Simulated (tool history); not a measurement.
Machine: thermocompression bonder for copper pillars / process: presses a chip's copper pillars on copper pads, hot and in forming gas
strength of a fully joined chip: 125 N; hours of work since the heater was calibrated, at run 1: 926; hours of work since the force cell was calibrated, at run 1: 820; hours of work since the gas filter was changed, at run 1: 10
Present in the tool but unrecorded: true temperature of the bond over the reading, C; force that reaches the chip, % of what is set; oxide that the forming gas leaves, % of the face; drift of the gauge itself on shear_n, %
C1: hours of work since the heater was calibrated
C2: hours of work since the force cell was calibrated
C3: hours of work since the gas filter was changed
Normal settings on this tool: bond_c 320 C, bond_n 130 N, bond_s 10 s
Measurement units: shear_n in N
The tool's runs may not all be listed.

Run 1, hour 0.0: usual settings; C1 926; C2 820; C3 10. Result: shear_n 79.0 N.
Run 2, hour 55.3: usual settings; C1 951; C2 845; C3 35. Result: shear_n 78.9 N.
Run 3, hour 110.5: usual settings; C1 976; C2 870; C3 60. Result: shear_n 78.7 N.
Run 4, hour 180.3: usual settings but bond_s 7 s; C1 1008; C2 902; C3 92. Result: shear_n 71.0 N.
Run 5, hour 216.5: usual settings but bond_s 7 s; C1 1024; C2 919; C3 109. Result: shear_n 69.7 N.
Run 6, hour 284.7: usual settings; C1 1055; C2 950; C3 140. Result: shear_n 76.8 N.
Run 7, hour 342.6: usual settings; C1 1082; C2 976; C3 166. Result: shear_n 80.5 N.
Run 8, hour 405.2: usual settings; C1 1110; C2 1005; C3 195. Result: shear_n 78.8 N.
At hour 417.9: forming gas filter changed.
Run 9, hour 461.7: usual settings; C1 1136; C2 1030; C3 20. Result: shear_n 78.9 N.
Run 10, hour 545.3: usual settings; C1 1174; C2 1069; C3 58. Result: shear_n 79.5 N.
Run 11, hour 622.3: usual settings; C1 1209; C2 1104; C3 93. Result: shear_n 77.5 N.
Run 12, hour 691.7: usual settings; C1 1241; C2 1135; C3 125. Result: shear_n 78.2 N.
Run 13, hour 750.4: usual settings; C1 1268; C2 1162; C3 152. Result: shear_n 79.0 N.
Run 14, hour 819.4: usual settings; C1 1299; C2 1194; C3 183. Result: shear_n 80.2 N.
At hour 857.4: forming gas filter changed.
Run 15, hour 881.0: usual settings; C1 1327; C2 1221; C3 11. Result: shear_n 80.3 N.
Run 16, hour 924.5: usual settings but bond_c 318 C; C1 1347; C2 1241; C3 31. Result: shear_n 77.0 N.
Run 17, hour 968.3: usual settings; C1 1367; C2 1261; C3 51. Result: shear_n 80.0 N.
Run 18, hour 1007.2: usual settings but bond_n 106 N; C1 1384; C2 1279; C3 68. Result: shear_n 68.7 N.
Run 19, hour 1083.8: usual settings but bond_n 131 N, bond_s 26 s; C1 1419; C2 1314; C3 103. Result: shear_n 99.5 N.
Run 20, hour 1122.6: usual settings but bond_n 131 N, bond_s 26 s; C1 1437; C2 1332; C3 121. Result: shear_n 99.9 N.
Run 21, hour 1158.0: usual settings but bond_c 336 C, bond_n 163 N, bond_s 29 s; C1 1453; C2 1348; C3 137. Result: shear_n 114.3 N.
Run 22, hour 1219.1: usual settings but bond_c 336 C, bond_n 163 N, bond_s 29 s; C1 1481; C2 1376; C3 165. Result: shear_n 119.5 N.
At hour 1296.1: forming gas filter changed.
Run 23, hour 1296.9: usual settings but bond_c 336 C, bond_n 163 N, bond_s 29 s; C1 1516; C2 1411; C3 0. Result: shear_n 119.0 N.
Run 24, hour 1360.1: usual settings but bond_c 336 C, bond_n 163 N, bond_s 28 s; C1 1545; C2 1440; C3 29. Result: shear_n 119.4 N.
Run 25, hour 1405.7: usual settings but bond_n 149 N; C1 1566; C2 1460; C3 50. Result: shear_n 87.7 N.
Run 26, hour 1473.3: usual settings but bond_n 149 N; C1 1597; C2 1491; C3 81. Result: shear_n 86.0 N.
Run 27, hour 1540.9: usual settings but bond_s 11 s; C1 1628; C2 1522; C3 112. Result: shear_n 80.3 N.
At hour 1586.0: heater calibrated with a thermocouple chip.
Run 28, hour 1601.9: usual settings but bond_c 292 C, bond_n 145 N, bond_s 7 s; C1 7; C2 1549; C3 139. Result: shear_n 53.9 N.
Run 29, hour 1664.2: usual settings but bond_c 348 C, bond_n 95 N; C1 36; C2 1577; C3 167. Result: shear_n 83.4 N.
Run 30, hour 1726.6: usual settings but bond_c 331 C, bond_n 155 N, bond_s 16 s; C1 64; C2 1606; C3 195. Result: shear_n 105.1 N.
At hour 1738.2: forming gas filter changed.
Run 31, hour 1793.7: usual settings but bond_c 331 C, bond_n 155 N, bond_s 16 s; C1 94; C2 1636; C3 25. Result: shear_n 104.8 N.
Run 32, hour 1864.8: usual settings but bond_n 162 N; C1 127; C2 1669; C3 58. Result: shear_n 89.8 N.
Run 33, hour 1915.8: usual settings but bond_c 349 C, bond_n 162 N; C1 150; C2 1692; C3 81. Result: shear_n 110.0 N.
Run 34, hour 1995.7: usual settings but bond_c 349 C, bond_n 162 N; C1 187; C2 1728; C3 117. Result: shear_n 111.0 N.
At hour 2018.4: force cell calibrated.
Run 35, hour 2071.1: usual settings but bond_c 334 C, bond_n 176 N, bond_s 15 s; C1 220; C2 24; C3 151. Result: shear_n 112.0 N.

4 options for the next run, each taken on its own from the tool as it stands now. Forecast them:
Run A, hour 2115.3: usual settings but bond_c 339 C, bond_n 83 N, bond_s 9 s; C1 240; C2 44; C3 171. Result: shear_n ?.
Run B, hour 2115.3: usual settings but bond_s 5 s; C1 240; C2 44; C3 171. Result: shear_n ?.
Run C, hour 2115.3: usual settings but bond_c 347 C; C1 240; C2 44; C3 171. Result: shear_n ?.
Run D, hour 2115.3: usual settings but bond_c 326 C, bond_n 176 N; C1 240; C2 44; C3 171. Result: shear_n ?.

run  shear_n
  A     68.1
  B     63.0
  C     95.3
  D     98.5
Stripped of hidden state, with their random variation kept, the same runs would have yielded:
run  shear_n
  A     68.3
  B     63.3
  C     95.6
  D     98.8
